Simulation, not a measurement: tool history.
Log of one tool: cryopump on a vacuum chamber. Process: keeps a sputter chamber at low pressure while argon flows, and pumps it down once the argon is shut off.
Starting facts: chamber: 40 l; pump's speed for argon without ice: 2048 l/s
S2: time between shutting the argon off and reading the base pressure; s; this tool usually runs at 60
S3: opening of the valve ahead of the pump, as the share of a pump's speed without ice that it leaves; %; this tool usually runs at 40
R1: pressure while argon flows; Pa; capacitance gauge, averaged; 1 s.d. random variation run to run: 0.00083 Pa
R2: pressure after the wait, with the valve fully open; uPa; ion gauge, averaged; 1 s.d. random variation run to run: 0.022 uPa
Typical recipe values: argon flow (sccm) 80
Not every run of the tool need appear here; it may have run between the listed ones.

run 1 hour=0 | argon_flow_(sccm)=80 S2=60 S3=40 | R1=0.1708 R2=1.08
run 2 hour=29.9 | argon_flow_(sccm)=80 S2=60 S3=40 | R1=0.1691 R2=1.05
run 3 hour=55.5 | argon_flow_(sccm)=80 S2=60 S3=40 | R1=0.1688 R2=1.09
run 4 hour=70.7 | argon_flow_(sccm)=80 S2=60 S3=40 | R1=0.1701 R2=1.05
run 5 hour=93.1 | argon_flow_(sccm)=80 S2=60 S3=40 | R1=0.17 R2=1.09
run 6 hour=112.9 | argon_flow_(sccm)=80 S2=60 S3=40 | R1=0.1716 R2=1.07
run 7 hour=137.8 | argon_flow_(sccm)=33 S2=60 S3=40 | R1=0.07 R2=1.09
run 8 hour=155.1 | argon_flow_(sccm)=33 S2=60 S3=40 | R1=0.07 R2=1.06
run 9 hour=170.2 | argon_flow_(sccm)=48 S2=245 S3=22 | R1=0.1848 R2=0.73
run 10 hour=186.8 | argon_flow_(sccm)=49 S2=83 S3=17 | R1=0.242 R2=0.93
run 11 hour=206 | argon_flow_(sccm)=76 S2=60 S3=40 | R1=0.1627 R2=1.13
run 12 hour=224.8 | argon_flow_(sccm)=76 S2=60 S3=40 | R1=0.1634 R2=1.13
run 13 hour=247.5 | argon_flow_(sccm)=76 S2=236 S3=22 | R1=0.2921 R2=0.73
run 14 hour=268.7 | argon_flow_(sccm)=97 S2=151 S3=36 | R1=0.23 R2=0.8
run 15 hour=299.2 | argon_flow_(sccm)=97 S2=151 S3=36 | R1=0.2327 R2=0.83

Same runs, no hidden state in the tool, same run-to-run variation:
The tool's hidden condition here consists of: pump's speed, % of a pump's without ice; cold plate's temperature, K; leak into the chamber, uPa l/s; drift of the gauge itself on working_pa, %; drift of the gauge itself on base_upa, %.
run=1 R1=0.1664 R2=0.65
run=2 R1=0.1644 R2=0.62
run=3 R1=0.1637 R2=0.65
run=4 R1=0.1649 R2=0.62
run=5 R1=0.1645 R2=0.65
run=6 R1=0.1658 R2=0.64
run=7 R1=0.0675 R2=0.63
run=8 R1=0.0674 R2=0.62
run=9 R1=0.1809 R2=0.27
run=10 R1=0.2379 R2=0.46
run=11 R1=0.1562 R2=0.65
run=12 R1=0.1566 R2=0.65
run=13 R1=0.285 R2=0.25
run=14 R1=0.2207 R2=0.32
run=15 R1=0.2228 R2=0.34
